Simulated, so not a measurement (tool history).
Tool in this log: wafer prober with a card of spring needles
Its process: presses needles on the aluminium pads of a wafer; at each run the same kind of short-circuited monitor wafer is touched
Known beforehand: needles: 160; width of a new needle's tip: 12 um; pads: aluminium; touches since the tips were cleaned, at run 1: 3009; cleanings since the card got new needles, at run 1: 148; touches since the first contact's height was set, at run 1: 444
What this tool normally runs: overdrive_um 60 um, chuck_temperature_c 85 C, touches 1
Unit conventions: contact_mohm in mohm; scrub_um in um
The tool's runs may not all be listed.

run,hour,overdrive_um,chuck_temperature_c,touches,touches since the tips were cleaned,cleanings since the card got new needles,touches since the first contact's height was set,contact_mohm,scrub_um
1,0,60,85,1,3009,148,444,194,10.68
# hour 6.3: tips cleaned on abrasive film
# hour 18.8: tips cleaned on abrasive film
# hour 34.4: tips cleaned on abrasive film
# hour 50: tips cleaned on abrasive film
# hour 63.5: tips cleaned on abrasive film
2,63.5,60,85,1,0,153,26523,190,10.68
# hour 79.1: tips cleaned on abrasive film
# hour 91.6: tips cleaned on abrasive film
# hour 107.2: tips cleaned on abrasive film
3,113.6,45,85,1,2650,156,47128,198,7.92
# hour 119.8: tips cleaned on abrasive film
# hour 132.3: tips cleaned on abrasive film
# hour 144.8: tips cleaned on abrasive film
4,148.1,45,85,1,1354,159,61303,196,8.01
# hour 157.4: tips cleaned on abrasive film
# hour 173: tips cleaned on abrasive film
# hour 185.5: tips cleaned on abrasive film
# hour 201.1: tips cleaned on abrasive film
5,211.3,45,85,1,4258,163,87322,201,8.05
# hour 214.5: tips cleaned on abrasive film
# hour 230: tips cleaned on abrasive film
# hour 242.5: tips cleaned on abrasive film
# hour 255: tips cleaned on abrasive film
# hour 267.4: tips cleaned on abrasive film
6,278.9,45,85,1,4720,168,115069,200,7.93
# hour 282: tips cleaned on abrasive film
# hour 297.6: tips cleaned on abrasive film
7,309.6,45,85,2,4963,170,127728,197,8.03
# hour 312.8: tips cleaned on abrasive film
# hour 325.3: tips cleaned on abrasive film
# hour 340.6: tips cleaned on abrasive film
# hour 353.1: tips cleaned on abrasive film
8,360.1,60,85,1,2883,174,148461,191,10.58
# hour 366.4: tips cleaned on abrasive film
# hour 378.9: tips cleaned on abrasive film
# hour 391.4: tips cleaned on abrasive film
# hour 407: tips cleaned on abrasive film
9,407.6,42,85,1,271,178,167971,203,7.46
# hour 420.1: tips cleaned on abrasive film
# hour 435.6: tips cleaned on abrasive film
10,445.8,42,85,1,4221,180,183708,202,7.49
# hour 449: tips cleaned on abrasive film
# hour 464.4: tips cleaned on abrasive film
# hour 479.8: tips cleaned on abrasive film
# hour 492.3: tips cleaned on abrasive film
# hour 504.8: tips cleaned on abrasive film
11,513.9,42,85,1,3760,185,211684,199,7.47
# hour 517.3: height of the first contact set anew
# hour 520.5: tips cleaned on abrasive film
# hour 533: tips cleaned on abrasive film
# hour 545.5: tips cleaned on abrasive film
# hour 558: tips cleaned on abrasive film
# hour 573.4: tips cleaned on abrasive film
12,576,42,85,1,1081,190,24091,203,7.49
# hour 588.5: tips cleaned on abrasive film
# hour 601: tips cleaned on abrasive film
# hour 616.6: tips cleaned on abrasive film
13,622.6,60,67,1,2519,193,43285,185,10.55
# hour 632: tips cleaned on abrasive film
# hour 644.5: tips cleaned on abrasive film
# hour 657: tips cleaned on abrasive film
14,666.3,41,100,1,3823,196,61218,205,7.28
# hour 672.6: tips cleaned on abrasive film
# hour 685: tips cleaned on abrasive film
# hour 700.5: tips cleaned on abrasive film
# hour 713: tips cleaned on abrasive film
# hour 725.5: tips cleaned on abrasive film
15,734.4,50,40,2,3669,201,89222,186,8.93
# hour 740.7: tips cleaned on abrasive film
# hour 753.2: tips cleaned on abrasive film
# hour 765.7: tips cleaned on abrasive film
16,771.1,50,91,1,2246,204,104295,196,8.92
# hour 780.5: tips cleaned on abrasive film
# hour 793: tips cleaned on abrasive film
# hour 805.5: tips cleaned on abrasive film
# hour 821.1: tips cleaned on abrasive film
17,831.5,50,91,1,4314,208,129132,199,8.9
# hour 834.7: tips cleaned on abrasive film
# hour 850: tips cleaned on abrasive film
# hour 864.1: tips cleaned on abrasive film
18,864.1,54,71,1,0,211,142490,189,9.56
# hour 879.6: tips cleaned on abrasive film
# hour 895.2: tips cleaned on abrasive film
# hour 910.7: tips cleaned on abrasive film
# hour 923.2: tips cleaned on abrasive film
19,924.5,54,71,1,514,215,167337,189,9.64
# hour 937: tips cleaned on abrasive film
# hour 949.4: tips cleaned on abrasive film
# hour 961.9: tips cleaned on abrasive film
# hour 974.4: tips cleaned on abrasive film
20,984.3,56,36,1,4066,219,191927,184,9.89
# hour 987.5: tips cleaned on abrasive film
# hour 1003.1: tips cleaned on abrasive film
# hour 1018.5: tips cleaned on abrasive film
21,1023.4,56,32,1,2030,222,208027,180,9.87
# hour 1032.8: tips cleaned on abrasive film
# hour 1036.2: height of the first contact set anew
# hour 1045.6: tips cleaned on abrasive film
22,1056.2,60,44,2,4372,224,8220,181,10.65

Consider 5 possible next runs. They are alternatives, not a sequence: every one starts from the tool as it was left by run 22. What does each give?
# hour 1059.4: tips cleaned on abrasive film
# hour 1071.9: tips cleaned on abrasive film
# hour 1084.4: tips cleaned on abrasive film
# hour 1099: tips cleaned on abrasive film
A,1099,41,100,2,0,228,25799,?,?
# hour 1059.4: tips cleaned on abrasive film
# hour 1071.9: tips cleaned on abrasive film
# hour 1084.4: tips cleaned on abrasive film
# hour 1099: tips cleaned on abrasive film
B,1099,68,31,1,0,228,25799,?,?
# hour 1059.4: tips cleaned on abrasive film
# hour 1071.9: tips cleaned on abrasive film
# hour 1084.4: tips cleaned on abrasive film
# hour 1099: tips cleaned on abrasive film
C,1099,43,52,2,0,228,25799,?,?
# hour 1059.4: tips cleaned on abrasive film
# hour 1071.9: tips cleaned on abrasive film
# hour 1084.4: tips cleaned on abrasive film
# hour 1099: tips cleaned on abrasive film
D,1099,60,111,1,0,228,25799,?,?
# hour 1059.4: tips cleaned on abrasive film
# hour 1071.9: tips cleaned on abrasive film
# hour 1084.4: tips cleaned on abrasive film
# hour 1099: tips cleaned on abrasive film
E,1099,60,44,3,0,228,25799,?,?

run,contact_mohm,scrub_um
A,203,7.25
B,181,12.04
C,187,7.62
D,196,10.65
E,180,10.6
What these runs would have given with no unlogged condition in the tool:
run,contact_mohm,scrub_um
A,203,7.25
B,181,12.04
C,187,7.62
D,196,10.65
E,180,10.6

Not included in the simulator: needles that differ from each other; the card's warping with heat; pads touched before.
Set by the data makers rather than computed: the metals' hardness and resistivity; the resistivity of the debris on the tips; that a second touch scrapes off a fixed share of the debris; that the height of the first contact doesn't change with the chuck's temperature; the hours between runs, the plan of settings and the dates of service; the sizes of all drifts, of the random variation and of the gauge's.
